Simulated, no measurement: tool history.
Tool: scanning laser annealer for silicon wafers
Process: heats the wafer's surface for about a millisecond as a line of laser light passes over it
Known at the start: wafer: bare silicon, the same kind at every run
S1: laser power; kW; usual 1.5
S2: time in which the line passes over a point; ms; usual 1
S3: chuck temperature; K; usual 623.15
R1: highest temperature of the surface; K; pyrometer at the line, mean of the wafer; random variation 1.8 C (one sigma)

run	day	S1	S2	S3	R1
1	0	1.5	1	623.15	1330.15
2	2.346	1.5	1	623.15	1330.15
3	3.929	1.5	1	623.15	1328.15
4	5.829	1.5	1	623.15	1330.15
5	7.596	1.5	1	623.15	1327.15
6	8.775	1.5	1	623.15	1326.15
7	10.358	1.5	1	623.15	1325.15
8	12.542	1.5	1	623.15	1323.15
9	14.254	1.5	1	623.15	1326.15
10	16.062	1.5	1	623.15	1324.15
11	17.854	1.5	1	623.15	1321.15
12	20.171	1.5	1	623.15	1318.15
13	22.383	1.569	1	623.15	1348.15
14	23.471	1.569	1	623.15	1349.15
15	24.471	1.569	1	623.15	1346.15
# day 24.767: laser's power meter calibrated
16	26.467	1.5	0.87	623.15	1263.15
17	27.662	1.5	0.87	623.15	1262.15
18	28.65	1.5	0.84	623.15	1251.15
19	31	1.5	1	623.15	1318.15
# day 32.725: window over the wafer cleaned
20	33.367	1.5	1	623.15	1348.15
21	35.554	1.5	1	623.15	1345.15
# day 36.242: laser's power meter calibrated, once more
22	36.883	1.531	0.81	645.15	1292.15
23	39.092	1.441	1.13	623.15	1367.15
24	40.154	1.524	0.78	645.15	1276.15
25	41.8	1.524	0.78	645.15	1274.15
26	43.4	1.524	0.78	645.15	1273.15
27	44.967	1.508	0.71	606.15	1193.15
28	45.958	1.455	0.87	658.15	1297.15
29	46.992	1.399	0.77	623.15	1196.15
30	48.929	1.396	0.93	625.15	1266.15
31	50.588	1.396	0.93	625.15	1266.15
32	51.762	1.39	0.93	595.15	1232.15
33	53.771	1.605	1.08	602.15	1396.15
34	55.775	1.5	0.79	642.15	1261.15
35	57.517	1.5	0.79	642.15	1260.15
36	58.629	1.615	0.95	619.15	1355.15
37	59.646	1.276	0.72	623.15	1127.15
38	60.746	1.296	0.83	595.15	1150.15
39	62.842	1.296	0.83	595.15	1148.15
40	64.825	1.641	1.24	629.15	1503.15
41	66.354	1.456	0.74	629.15	1206.15

Forecast each of these 4 alternatives for the next run:
A	67.967	1.457	0.73	623.15	?
B	67.967	1.5	0.88	623.15	?
C	67.967	1.5	1	609.15	?
D	67.967	1.352	1	623.15	?

run	R1
A	1195.15
B	1277.15
C	1315.15
D	1266.15
Without the tool's hidden state the same runs would have given:
run	R1
A	1210.15
B	1295.15
C	1335.15
D	1283.15
